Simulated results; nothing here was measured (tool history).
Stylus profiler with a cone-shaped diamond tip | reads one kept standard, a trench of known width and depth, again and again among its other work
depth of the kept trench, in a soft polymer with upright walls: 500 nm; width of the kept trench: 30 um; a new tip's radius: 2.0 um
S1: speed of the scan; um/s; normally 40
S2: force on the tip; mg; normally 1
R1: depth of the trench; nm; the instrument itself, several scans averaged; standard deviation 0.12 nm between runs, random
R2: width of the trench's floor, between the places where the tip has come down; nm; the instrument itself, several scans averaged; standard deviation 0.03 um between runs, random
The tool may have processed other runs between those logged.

run,day,S1,S2,R1,R2
1,0,40,1,503.06,25810
2,2.471,40,1,502.9,25660
3,4.017,40,1,502.72,25520
4,6.788,40,1,503.02,25320
5,8.95,40,1,502.71,25180
6,10.8,40,1,502.85,25030
7,12.446,40,0.94,502.53,24920
8,13.854,40,2.61,505.68,24910
9,15.746,40,1.41,503.53,24810
# day 17.088: new tip fitted, height scale calibrated
10,18.262,40,1.02,503.38,26960
11,20.988,40,1.02,503.26,26690
12,23.225,40,1.02,503.24,26460
13,25.5,40,1,503.37,26290
14,27.908,40,1,503.14,26110
15,29.667,40,1,503.24,25900
16,31.383,40,2.76,506.65,25880
17,33.467,40,1,502.7,25610
18,36.371,41,1,502.91,25360
19,38.921,41,1,502.64,25310
20,40.412,41,1,502.95,25210
21,41.942,136,0.52,501.62,24220
22,43.35,136,0.52,501.49,24120
23,45.046,15,1.06,502.88,25000
24,46.875,139,1.78,504.59,24460
# day 47.171: height scale calibrated on a step standard
25,48.633,139,1.78,503.74,24250
# day 49.188: new tip fitted, height scale calibrated
26,51.721,16,1.83,505.13,27010
27,54.575,22,1,503.08,26610
28,55.838,43,1.5,504.27,26370
29,57.967,43,1.5,504.49,26240
30,60.867,11,0.65,502.03,26060
31,63.429,70,1.73,504.7,25710
# day 64.592: height scale calibrated on a step standard, once more
32,64.771,70,1.73,505,25580
33,66.362,70,1.73,504.93,25430
34,68.346,103,0.91,503.24,24950
35,71.004,103,0.91,503.19,24810
36,74.008,103,0.91,503.08,24610
37,75.442,121,1.57,504.45,24590

Run by run, hidden condition taken away, random variation retained:
Hidden state at play: radius of the tip, um; height scale over the true one, %; drift of the gauge itself on depth_nm, %; drift of the gauge itself on floor_um, %.
run,R1,R2
1,503.48,27130
2,503.39,27150
3,503.25,27140
4,503.61,27120
5,503.36,27140
6,503.54,27110
7,503.26,27100
8,506.45,27160
9,504.35,27190
10,503.52,27120
11,503.46,27140
12,503.49,27110
13,503.67,27140
14,503.51,27170
15,503.65,27090
16,507.1,27200
17,503.2,27110
18,503.48,27070
19,503.27,27180
20,503.62,27170
21,502.33,26290
22,502.23,26280
23,503.66,27260
24,505.42,26820
25,504.97,26730
26,505.26,27310
27,503.27,27220
28,504.51,27100
29,504.78,27160
30,502.38,27220
31,505.12,27090
32,505,27060
33,504.96,27030
34,503.32,26690
35,503.34,26720
36,503.3,26720
37,504.71,26790
